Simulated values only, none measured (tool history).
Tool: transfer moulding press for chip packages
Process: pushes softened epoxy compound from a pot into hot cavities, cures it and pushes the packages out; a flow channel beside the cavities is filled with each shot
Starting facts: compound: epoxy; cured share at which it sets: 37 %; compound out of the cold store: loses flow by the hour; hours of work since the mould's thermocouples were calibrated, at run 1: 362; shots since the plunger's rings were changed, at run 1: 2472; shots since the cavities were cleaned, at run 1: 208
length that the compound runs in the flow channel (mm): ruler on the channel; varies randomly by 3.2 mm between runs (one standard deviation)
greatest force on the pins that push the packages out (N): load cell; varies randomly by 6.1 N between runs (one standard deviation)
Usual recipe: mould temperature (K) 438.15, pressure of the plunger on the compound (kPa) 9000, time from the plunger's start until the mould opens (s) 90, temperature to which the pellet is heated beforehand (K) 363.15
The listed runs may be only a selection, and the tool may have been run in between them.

run	hour	mould temperature (K)	pressure of the plunger on the compound (kPa)	time from the plunger's start until the mould opens (s)	temperature to which the pellet is heated beforehand (K)	hours of work since the mould's thermocouples were calibrated	shots since the plunger's rings were changed	shots since the cavities were cleaned	incoming compound's hours out of the cold store	length that the compound runs in the flow channel (mm)	greatest force on the pins that push the packages out (N)
1	0	438.15	9000	90	363.15	362	2472	208	45.4	822	316
# hour 30.3: cavities cleaned with cleaning compound and waxed
2	55.6	438.15	9000	90	363.15	395	3075	282	28.6	883	340
# hour 76.7: cavities cleaned with cleaning compound and waxed
3	118.6	438.15	9000	89	363.15	432	3761	467	27.6	881	375
# hour 124.6: cavities cleaned with cleaning compound and waxed
# hour 143.4: plunger's sealing rings changed
# hour 171.7: cavities cleaned with cleaning compound and waxed
4	184.2	438.15	9000	89	363.15	468	438	139	10.5	979	315
# hour 219.3: cavities cleaned with cleaning compound and waxed
5	242.9	438.15	9000	89	363.15	503	1076	264	28.1	895	345
# hour 265.7: cavities cleaned with cleaning compound and waxed
6	272.5	438.15	9000	89	363.15	520	1389	76	41.5	841	264
# hour 293.7: mould's thermocouples calibrated
7	309.3	438.15	9000	89	363.15	9	1777	464	18.9	930	400
# hour 313.5: cavities cleaned with cleaning compound and waxed
8	345.4	438.15	9000	89	363.15	31	2164	356	31.6	875	358
# hour 360.6: cavities cleaned with cleaning compound and waxed
9	390.6	438.15	9000	89	363.15	57	2651	334	46.2	821	351
# hour 405.3: cavities cleaned with cleaning compound and waxed
10	434.8	445.15	9000	90	363.15	83	3126	328	18.9	889	286
# hour 449.6: cavities cleaned with cleaning compound and waxed
11	479	445.15	9000	90	363.15	109	3603	328	22.5	875	287
# hour 496.6: cavities cleaned with cleaning compound and waxed
# hour 516.3: plunger's sealing rings changed
12	540.2	438.15	9000	90	363.15	144	267	459	21.1	931	404
# hour 546.4: cavities cleaned with cleaning compound and waxed
13	585.9	438.15	9000	90	363.15	170	759	440	22.7	917	386
# hour 590.8: cavities cleaned with cleaning compound and waxed
14	626.1	438.15	8430	90	363.15	194	1191	394	38.6	827	352
# hour 635.5: cavities cleaned with cleaning compound and waxed
15	676.9	438.15	7410	90	355.15	224	1741	462	30.2	803	402
# hour 681.5: cavities cleaned with cleaning compound and waxed
16	715	432.15	7410	90	363.15	246	2148	373	43.8	777	500
# hour 726.9: cavities cleaned with cleaning compound and waxed
# hour 773.6: cavities cleaned with cleaning compound and waxed
17	779	432.15	7410	90	363.15	283	2828	59	9.6	902	425
# hour 822.1: cavities cleaned with cleaning compound and waxed
18	843.4	432.15	7410	90	363.15	321	3530	238	11.2	893	529
# hour 871.4: cavities cleaned with cleaning compound and waxed
# hour 886.2: plunger's sealing rings changed
19	886.7	443.15	10980	72	356.15	345	6	142	17.7	1030	332
# hour 919.4: cavities cleaned with cleaning compound and waxed
20	939.5	438.15	9390	76	363.15	376	578	224	46.8	850	401
# hour 966.3: cavities cleaned with cleaning compound and waxed
21	974	438.15	9390	76	363.15	396	946	86	23	940	362
# hour 1013.6: cavities cleaned with cleaning compound and waxed
22	1013.6	441.15	10780	90	371.15	420	1371	0	33.7	940	199
23	1053.6	438.15	7900	111	363.15	444	1817	446	23.9	850	316
# hour 1059.5: cavities cleaned with cleaning compound and waxed
# hour 1106.7: cavities cleaned with cleaning compound and waxed
24	1120.2	438.15	7900	111	363.15	482	2527	151	44	775	240
# hour 1153.8: cavities cleaned with cleaning compound and waxed
25	1171.9	438.15	7720	111	363.15	513	3086	202	14.6	873	263
# hour 1199.9: cavities cleaned with cleaning compound and waxed
# hour 1206.2: mould's thermocouples calibrated
26	1236.6	438.15	7720	111	363.15	18	3769	388	47.1	753	306

Each run again, without the hidden state but with its own random variation kept:
Hidden conditions of the tool in this case: true mould temperature over the reading, C; pressure that reaches the compound, % of what is set; grip of the stained cavities, % over clean ones'; drift of the gauge itself on flow_mm, %; drift of the gauge itself on push_out_n, %.
run	length that the compound runs in the flow channel (mm)	greatest force on the pins that push the packages out (N)
1	841	222
2	907	225
3	909	220
4	986	246
5	907	226
6	854	227
7	943	221
8	890	228
9	838	222
10	911	181
11	900	185
12	934	235
13	924	225
14	835	215
15	815	232
16	790	313
17	923	381
18	918	377
19	1033	258
20	856	285
21	948	311
22	951	201
23	864	187
24	791	187
25	895	193
26	774	184
